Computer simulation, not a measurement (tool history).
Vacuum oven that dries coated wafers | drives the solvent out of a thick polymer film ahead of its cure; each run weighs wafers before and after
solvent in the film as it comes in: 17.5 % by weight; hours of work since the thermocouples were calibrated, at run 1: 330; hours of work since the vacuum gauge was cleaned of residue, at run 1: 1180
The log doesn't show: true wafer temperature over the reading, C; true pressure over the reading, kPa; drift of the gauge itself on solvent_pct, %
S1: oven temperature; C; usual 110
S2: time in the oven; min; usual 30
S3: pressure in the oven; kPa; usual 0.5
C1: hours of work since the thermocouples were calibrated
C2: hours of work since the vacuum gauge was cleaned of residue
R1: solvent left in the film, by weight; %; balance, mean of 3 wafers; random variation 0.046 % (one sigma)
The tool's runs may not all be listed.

run	hour	S1	S2	S3	C1	C2	R1
1	0	110	30	0.5	330	1180	3
2	47.3	110	30	0.5	351	1201	2.97
3	135.5	110	30	0.5	391	1241	2.94
4	180	110	30	0.959	411	1261	3.36
5	243.3	110	30	0.5	440	1289	3.04
6	295.6	118	30	1.365	463	1313	2.25
7	355.1	120	23	0.837	490	1339	2.62

Run 8 comes next. What will it give?
8	401.9	112	35	1.68	511	1361	?

R1: 2.96 %
Without the tool's hidden state the same run would have given R1 2.94 %.

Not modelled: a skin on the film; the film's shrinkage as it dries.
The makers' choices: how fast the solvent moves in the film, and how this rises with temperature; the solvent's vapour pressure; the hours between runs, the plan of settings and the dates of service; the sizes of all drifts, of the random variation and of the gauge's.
